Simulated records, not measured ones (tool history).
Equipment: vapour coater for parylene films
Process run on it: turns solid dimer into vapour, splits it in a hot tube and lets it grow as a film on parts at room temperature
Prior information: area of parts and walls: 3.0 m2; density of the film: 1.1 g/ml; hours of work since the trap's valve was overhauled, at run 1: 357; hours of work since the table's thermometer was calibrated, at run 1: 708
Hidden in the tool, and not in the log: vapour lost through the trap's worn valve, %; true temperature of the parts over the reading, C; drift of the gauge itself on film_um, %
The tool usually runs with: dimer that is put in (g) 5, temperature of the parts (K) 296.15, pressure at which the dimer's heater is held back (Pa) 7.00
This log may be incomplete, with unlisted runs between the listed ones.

| run | hour | dimer that is put in (g) | temperature of the parts (K) | pressure at which the dimer's heater is held back (Pa) | hours of work since the trap's valve was overhauled | hours of work since the table's thermometer was calibrated | thickness of the film (um) |
|---|---|---|---|---|---|---|---|
| 1 | 0.0 | 5 | 296.15 | 7.00 | 357 | 708 | 0.835 |
| 2 | 53.6 | 8 | 296.15 | 7.00 | 396 | 746 | 1.347 |
| 3 | 103.3 | 5 | 308.15 | 7.00 | 432 | 782 | 0.562 |
| 4 | 166.8 | 5 | 296.15 | 8.87 | 478 | 828 | 0.788 |
|  | 191.8 | trap's valve overhauled |
| 5 | 214.6 | 5 | 303.15 | 8.87 | 16 | 859 | 0.709 |
| 6 | 267.5 | 5 | 303.15 | 8.87 | 55 | 898 | 0.704 |
| 7 | 313.5 | 5 | 296.15 | 7.00 | 88 | 931 | 0.908 |
| 8 | 371.6 | 5 | 296.15 | 7.00 | 130 | 973 | 0.906 |
| 9 | 423.5 | 5 | 296.15 | 7.00 | 167 | 1010 | 0.901 |
| 10 | 483.7 | 5 | 296.15 | 9.23 | 210 | 1053 | 0.857 |
| 11 | 519.9 | 3 | 296.15 | 7.00 | 236 | 1079 | 0.552 |
| 12 | 565.8 | 3 | 296.15 | 7.00 | 269 | 1112 | 0.530 |
|  | 578.6 | table's thermometer calibrated |
| 13 | 619.6 | 5 | 296.15 | 10.15 | 307 | 30 | 0.779 |
| 14 | 660.9 | 5 | 296.15 | 3.80 | 337 | 59 | 0.910 |
| 15 | 701.6 | 5 | 291.15 | 7.00 | 367 | 89 | 0.956 |
| 16 | 740.1 | 5 | 296.15 | 5.93 | 394 | 116 | 0.826 |
| 17 | 785.3 | 5 | 296.15 | 7.00 | 427 | 149 | 0.798 |
| 18 | 833.0 | 5 | 296.15 | 7.00 | 461 | 183 | 0.794 |
|  | 878.9 | trap's valve overhauled |
| 19 | 878.9 | 5 | 296.15 | 7.00 | 0 | 213 | 0.909 |
| 20 | 906.1 | 5 | 296.15 | 7.00 | 20 | 233 | 0.907 |
| 21 | 960.1 | 5 | 296.15 | 7.00 | 59 | 272 | 0.899 |
| 22 | 1020.9 | 5 | 296.15 | 7.00 | 102 | 316 | 0.895 |
| 23 | 1059.4 | 5 | 296.15 | 7.00 | 130 | 343 | 0.877 |
| 24 | 1095.5 | 7 | 289.15 | 3.52 | 156 | 369 | 1.723 |
| 25 | 1146.8 | 5 | 298.15 | 7.00 | 193 | 406 | 0.810 |
| 26 | 1198.4 | 2 | 294.15 | 7.00 | 230 | 444 | 0.380 |
| 27 | 1257.4 | 2 | 294.15 | 7.00 | 273 | 486 | 0.363 |
| 28 | 1315.8 | 2 | 294.15 | 7.00 | 315 | 528 | 0.358 |
| 29 | 1349.1 | 2 | 294.15 | 7.00 | 339 | 552 | 0.373 |
| 30 | 1413.5 | 2 | 294.15 | 7.00 | 385 | 599 | 0.352 |
| 31 | 1475.9 | 2 | 294.15 | 7.00 | 430 | 644 | 0.355 |
| 32 | 1516.0 | 4 | 306.15 | 4.92 | 459 | 672 | 0.475 |
| 33 | 1544.0 | 4 | 306.15 | 4.92 | 479 | 693 | 0.481 |
|  | 1565.9 | trap's valve overhauled |
| 34 | 1595.5 | 5 | 292.15 | 7.00 | 21 | 727 | 1.060 |
| 35 | 1648.0 | 3 | 292.15 | 7.00 | 59 | 765 | 0.632 |
| 36 | 1676.6 | 2 | 297.15 | 7.00 | 80 | 785 | 0.340 |
| 37 | 1720.2 | 3 | 296.15 | 7.00 | 111 | 817 | 0.533 |
| 38 | 1764.1 | 3 | 296.15 | 7.00 | 143 | 848 | 0.538 |
| 39 | 1805.9 | 8 | 306.15 | 7.00 | 173 | 878 | 1.003 |
| 40 | 1844.1 | 8 | 306.15 | 7.00 | 200 | 906 | 0.995 |
| 41 | 1876.8 | 2 | 289.15 | 7.00 | 224 | 929 | 0.449 |
| 42 | 1912.9 | 2 | 289.15 | 7.00 | 250 | 955 | 0.437 |

For run 43, what comes out?
| 43 | 1947.0 | 2 | 289.15 | 7.00 | 275 | 980 | ? |

{"run 43": {"thickness of the film (um)": 0.437}}
If the tool had no hidden condition, the same run with the same run-to-run variation would have returned thickness of the film (um) 0.458.
